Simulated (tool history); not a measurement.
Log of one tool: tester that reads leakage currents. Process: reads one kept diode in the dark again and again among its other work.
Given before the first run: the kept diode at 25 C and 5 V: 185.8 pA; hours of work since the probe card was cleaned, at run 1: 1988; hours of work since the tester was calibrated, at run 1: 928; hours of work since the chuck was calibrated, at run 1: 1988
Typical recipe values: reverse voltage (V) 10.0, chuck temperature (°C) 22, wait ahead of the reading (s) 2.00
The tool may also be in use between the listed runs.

| run | hour | reverse voltage (V) | chuck temperature (°C) | wait ahead of the reading (s) | hours of work since the probe card was cleaned | hours of work since the tester was calibrated | hours of work since the chuck was calibrated | current that the tester gives (pA) |
|---|---|---|---|---|---|---|---|---|
| 1 | 0.0 | 10.0 | 22 | 2.00 | 1988 | 928 | 1988 | 274.18 |
| 2 | 52.2 | 10.0 | 22 | 2.00 | 2026 | 967 | 2026 | 275.09 |
| 3 | 104.2 | 10.0 | 22 | 2.00 | 2065 | 1005 | 2065 | 276.84 |
| 4 | 187.4 | 10.0 | 22 | 5.92 | 2127 | 1067 | 2127 | 278.27 |
|  | 227.0 | probe card cleaned and baked |
|  | 229.0 | chuck's temperature calibrated |
| 5 | 278.9 | 10.0 | 22 | 1.80 | 37 | 1131 | 37 | 218.48 |
| 6 | 337.5 | 10.0 | 22 | 2.00 | 80 | 1174 | 80 | 219.25 |
| 7 | 392.4 | 10.0 | 22 | 2.00 | 121 | 1215 | 121 | 222.01 |
| 8 | 438.2 | 1.5 | 22 | 2.00 | 155 | 1249 | 155 | 72.52 |
| 9 | 512.9 | 10.0 | 22 | 2.00 | 211 | 1304 | 211 | 225.13 |
| 10 | 561.8 | 10.0 | 22 | 2.00 | 247 | 1341 | 247 | 223.89 |
|  | 572.6 | tester calibrated |
| 11 | 604.5 | 10.0 | 22 | 2.00 | 277 | 24 | 277 | 225.70 |
| 12 | 645.7 | 10.0 | 22 | 2.00 | 307 | 54 | 307 | 225.49 |
| 13 | 731.8 | 10.0 | 22 | 2.00 | 371 | 118 | 371 | 229.29 |
| 14 | 774.3 | 7.3 | 22 | 2.00 | 403 | 149 | 403 | 189.72 |
|  | 811.0 | tester calibrated, once more |
| 15 | 872.2 | 10.0 | 22 | 3.58 | 474 | 45 | 474 | 227.14 |
| 16 | 966.7 | 10.0 | 22 | 3.58 | 544 | 115 | 544 | 228.45 |
| 17 | 1011.6 | 10.0 | 22 | 3.58 | 577 | 149 | 577 | 230.32 |
| 18 | 1091.0 | 10.0 | 22 | 2.00 | 636 | 208 | 636 | 233.03 |
| 19 | 1170.4 | 10.0 | 22 | 2.00 | 695 | 266 | 695 | 234.79 |
| 20 | 1262.4 | 2.7 | 36 | 2.00 | 763 | 335 | 763 | 343.59 |
| 21 | 1306.0 | 2.7 | 36 | 2.00 | 795 | 367 | 795 | 343.49 |
| 22 | 1357.2 | 5.2 | 58 | 0.90 | 833 | 405 | 833 | 2588.41 |
| 23 | 1414.3 | 5.2 | 58 | 0.90 | 876 | 447 | 876 | 2588.11 |
| 24 | 1459.2 | 5.2 | 58 | 0.90 | 909 | 481 | 909 | 2578.43 |
| 25 | 1541.7 | 19.5 | 31 | 2.00 | 970 | 542 | 970 | 755.29 |
| 26 | 1622.3 | 19.5 | 31 | 2.00 | 1030 | 601 | 1030 | 762.98 |
| 27 | 1711.8 | 4.3 | 37 | 9.71 | 1096 | 668 | 1096 | 505.72 |
| 28 | 1793.6 | 6.9 | 40 | 2.00 | 1157 | 728 | 1157 | 842.36 |
| 29 | 1889.7 | 6.9 | 29 | 0.91 | 1228 | 800 | 1228 | 357.72 |
| 30 | 1973.3 | 10.0 | 51 | 2.00 | 1290 | 862 | 1290 | 2393.75 |
| 31 | 2060.2 | 3.1 | 47 | 1.35 | 1355 | 926 | 1355 | 904.37 |
| 32 | 2106.7 | 3.1 | 47 | 1.35 | 1389 | 961 | 1389 | 917.55 |
| 33 | 2181.6 | 1.1 | 22 | 0.55 | 1445 | 1016 | 1445 | 68.95 |
| 34 | 2266.3 | 10.0 | 22 | 2.93 | 1507 | 1079 | 1507 | 258.57 |
| 35 | 2309.6 | 10.0 | 22 | 2.93 | 1540 | 1111 | 1540 | 261.13 |
| 36 | 2353.0 | 19.0 | 35 | 6.52 | 1572 | 1143 | 1572 | 1084.05 |

How the hidden state differs across the entries between the runs, from the last listed run before each to the first after it:
Run 4 -> run 5: probe card cleaned and baked (hour 227.0); chuck's temperature calibrated (hour 229.0)
  stray current of the dirty probe card, pA a volt: 1.356 -> 0.047; current scale over the true one, %: 0.84 -> 0.88; true chuck temperature over the reading, C: 2.24 -> -0.04
  measured value less the no-hidden-state value, current that the tester gives (pA): +62.04 -> +1.44
Run 10 -> run 11: tester calibrated (hour 572.6)
  stray current of the dirty probe card, pA a volt: 0.179 -> 0.194; current scale over the true one, %: 1.02 -> 1.19; true chuck temperature over the reading, C: 0.2 -> 0.23
  measured value less the no-hidden-state value, current that the tester gives (pA): +7.55 -> +8.72
Run 14 -> run 15: tester calibrated, once more (hour 811.0)
  stray current of the dirty probe card, pA a volt: 0.27 -> 0.313; current scale over the true one, %: 1.28 -> -0.15; true chuck temperature over the reading, C: 0.36 -> 0.44
  measured value less the no-hidden-state value, current that the tester gives (pA): +9.87 -> +10.95

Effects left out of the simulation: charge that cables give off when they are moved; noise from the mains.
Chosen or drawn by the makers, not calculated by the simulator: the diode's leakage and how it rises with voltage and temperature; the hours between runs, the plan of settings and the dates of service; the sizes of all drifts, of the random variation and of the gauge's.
